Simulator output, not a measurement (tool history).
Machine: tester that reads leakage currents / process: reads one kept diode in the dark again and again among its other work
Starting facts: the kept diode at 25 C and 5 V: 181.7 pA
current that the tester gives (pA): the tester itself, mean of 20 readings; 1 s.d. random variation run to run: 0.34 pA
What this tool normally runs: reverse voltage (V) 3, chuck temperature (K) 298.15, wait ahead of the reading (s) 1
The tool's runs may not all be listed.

| run | hour | reverse voltage (V) | chuck temperature (K) | wait ahead of the reading (s) | current that the tester gives (pA) |
|---|---|---|---|---|---|
| 1 | 0 | 3 | 298.15 | 1 | 157.95 |
| 2 | 63.8 | 3 | 298.15 | 1 | 157.12 |
| 3 | 145.8 | 3 | 298.15 | 1 | 157.48 |
| 4 | 219.6 | 3 | 298.15 | 1 | 156.77 |
| 5 | 274.5 | 3 | 298.15 | 1 | 157.03 |
| 6 | 368.6 | 3 | 298.15 | 3.17 | 156.29 |
| 7 | 439.7 | 3 | 298.15 | 3.17 | 156.22 |
| 8 | 498 | 3 | 298.15 | 1 | 156.09 |
|  | 518.3 | probe card cleaned and baked |
| 9 | 574.1 | 3 | 298.15 | 1 | 150.91 |
| 10 | 628.7 | 3 | 298.15 | 1 | 150.63 |
| 11 | 678.8 | 3 | 298.15 | 0.37 | 150.9 |
| 12 | 741.7 | 3 | 298.15 | 0.57 | 150.98 |
| 13 | 786.6 | 3 | 298.15 | 1 | 150.54 |
| 14 | 826.6 | 3 | 298.15 | 2.75 | 149.91 |
|  | 844.7 | chuck's temperature calibrated |
| 15 | 906.5 | 3 | 298.15 | 2.75 | 156.15 |
| 16 | 987.1 | 3 | 298.15 | 2.75 | 156.33 |
| 17 | 1058.9 | 3 | 298.15 | 2.75 | 156.22 |
| 18 | 1142.1 | 3 | 298.15 | 2.75 | 156.66 |
| 19 | 1222.2 | 3 | 298.15 | 2.75 | 156 |
| 20 | 1304.8 | 3 | 298.15 | 2.75 | 155.82 |
| 21 | 1362 | 1.1 | 327.15 | 0.79 | 835.36 |
| 22 | 1428.3 | 3 | 332.15 | 3.43 | 1549.46 |
| 23 | 1489.1 | 3 | 332.15 | 3.43 | 1534.61 |
| 24 | 1547.4 | 3 | 332.15 | 3.43 | 1534.92 |
| 25 | 1618.8 | 4.81 | 296.15 | 1 | 155.32 |
| 26 | 1681.9 | 16.71 | 300.15 | 4.65 | 308.99 |
| 27 | 1753.7 | 6.33 | 294.15 | 9.38 | 145.62 |
| 28 | 1827.3 | 1.17 | 323.15 | 9.38 | 655.63 |
| 29 | 1919.3 | 1.04 | 295.15 | 0.77 | 89.02 |
| 30 | 1963.4 | 1.04 | 295.15 | 8.48 | 88.25 |
| 31 | 2057.5 | 1.04 | 295.15 | 8.48 | 88.58 |
| 32 | 2114.1 | 1.04 | 295.15 | 8.48 | 88.47 |
| 33 | 2163.1 | 1.26 | 315.15 | 1 | 394.76 |
| 34 | 2237.8 | 12.24 | 300.15 | 1 | 282.32 |
| 35 | 2289 | 3.18 | 325.15 | 0.78 | 998.79 |
| 36 | 2378.4 | 11.57 | 298.15 | 1 | 241.2 |
|  | 2416.5 | tester calibrated |
| 37 | 2447.7 | 11.57 | 298.15 | 1 | 239.15 |
| 38 | 2528.3 | 2.71 | 305.15 | 0.91 | 245.58 |
| 39 | 2596.6 | 2.71 | 305.15 | 0.91 | 243.81 |
| 40 | 2674.5 | 2.01 | 297.15 | 0.73 | 123.93 |

4 options for the next run, each taken on its own from the tool as it stands now. Forecast them:
| A | 2739.6 | 19.25 | 297.15 | 2.6 | ? |
| B | 2739.6 | 3 | 302.15 | 6.89 | ? |
| C | 2739.6 | 2.01 | 322.15 | 0.73 | ? |
| D | 2739.6 | 5.03 | 299.15 | 1.64 | ? |

| run | current that the tester gives (pA) |
|---|---|
| A | 267.12 |
| B | 203.2 |
| C | 707.36 |
| D | 193.91 |
What these runs would have given with no unlogged condition in the tool:
| run | current that the tester gives (pA) |
|---|---|
| A | 255.14 |
| B | 210.16 |
| C | 738.62 |
| D | 197.67 |

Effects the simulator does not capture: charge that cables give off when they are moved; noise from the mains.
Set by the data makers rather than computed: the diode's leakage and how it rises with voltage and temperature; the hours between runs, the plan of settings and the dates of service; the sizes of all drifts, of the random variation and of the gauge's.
